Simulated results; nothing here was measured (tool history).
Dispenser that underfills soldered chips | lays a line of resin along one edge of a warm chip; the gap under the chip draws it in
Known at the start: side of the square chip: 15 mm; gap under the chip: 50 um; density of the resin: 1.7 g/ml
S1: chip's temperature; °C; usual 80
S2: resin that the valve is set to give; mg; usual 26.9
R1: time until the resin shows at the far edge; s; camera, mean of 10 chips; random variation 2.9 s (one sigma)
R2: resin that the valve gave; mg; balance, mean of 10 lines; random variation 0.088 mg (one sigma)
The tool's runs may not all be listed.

| run | day | S1 | S2 | R1 | R2 |
|---|---|---|---|---|---|
| 1 | 0 | 80 | 26.9 | 519.6 | 26.85 |
|  | 0.133 | new syringe of resin |
| 2 | 0.267 | 80 | 26.9 | 339.3 | 26.61 |
| 3 | 0.504 | 80 | 26.9 | 450.1 | 26.68 |
|  | 0.75 | new syringe of resin |
| 4 | 0.771 | 70 | 26.9 | 484.8 | 26.51 |
| 5 | 1.058 | 70 | 26.9 | 688.6 | 26.51 |
| 6 | 1.342 | 70 | 26.9 | 981 | 26.31 |
|  | 1.375 | new syringe of resin |
| 7 | 1.546 | 70 | 26.9 | 577.7 | 26.47 |
| 8 | 1.725 | 67 | 33.1 | 815.1 | 32.53 |
|  | 1.992 | new syringe of resin |
| 9 | 2.021 | 78 | 27.6 | 322 | 27.06 |
| 10 | 2.221 | 79 | 31.1 | 385.7 | 30.29 |
| 11 | 2.458 | 78 | 33.1 | 539.8 | 32.35 |
|  | 2.625 | new syringe of resin |
| 12 | 2.792 | 66 | 29.1 | 690.2 | 28.38 |
| 13 | 2.983 | 93 | 26 | 239.7 | 25.37 |
|  | 3.246 | new syringe of resin |
| 14 | 3.35 | 84 | 28.1 | 264.6 | 27.25 |

Forecast each of these 3 alternatives for the next run:
| A | 3.65 | 93 | 28.1 | ? | ? |
| B | 3.65 | 80 | 31.2 | ? | ? |
| C | 3.65 | 75 | 30.6 | ? | ? |

| run | R1 | R2 |
|---|---|---|
| A | 248.9 | 27.1 |
| B | 454.6 | 30.27 |
| C | 582.6 | 29.62 |
Without the tool's hidden state the same runs would have given:
| run | R1 | R2 |
|---|---|---|
| A | 152.7 | 28.03 |
| B | 280.5 | 31.3 |
| C | 359.6 | 30.63 |
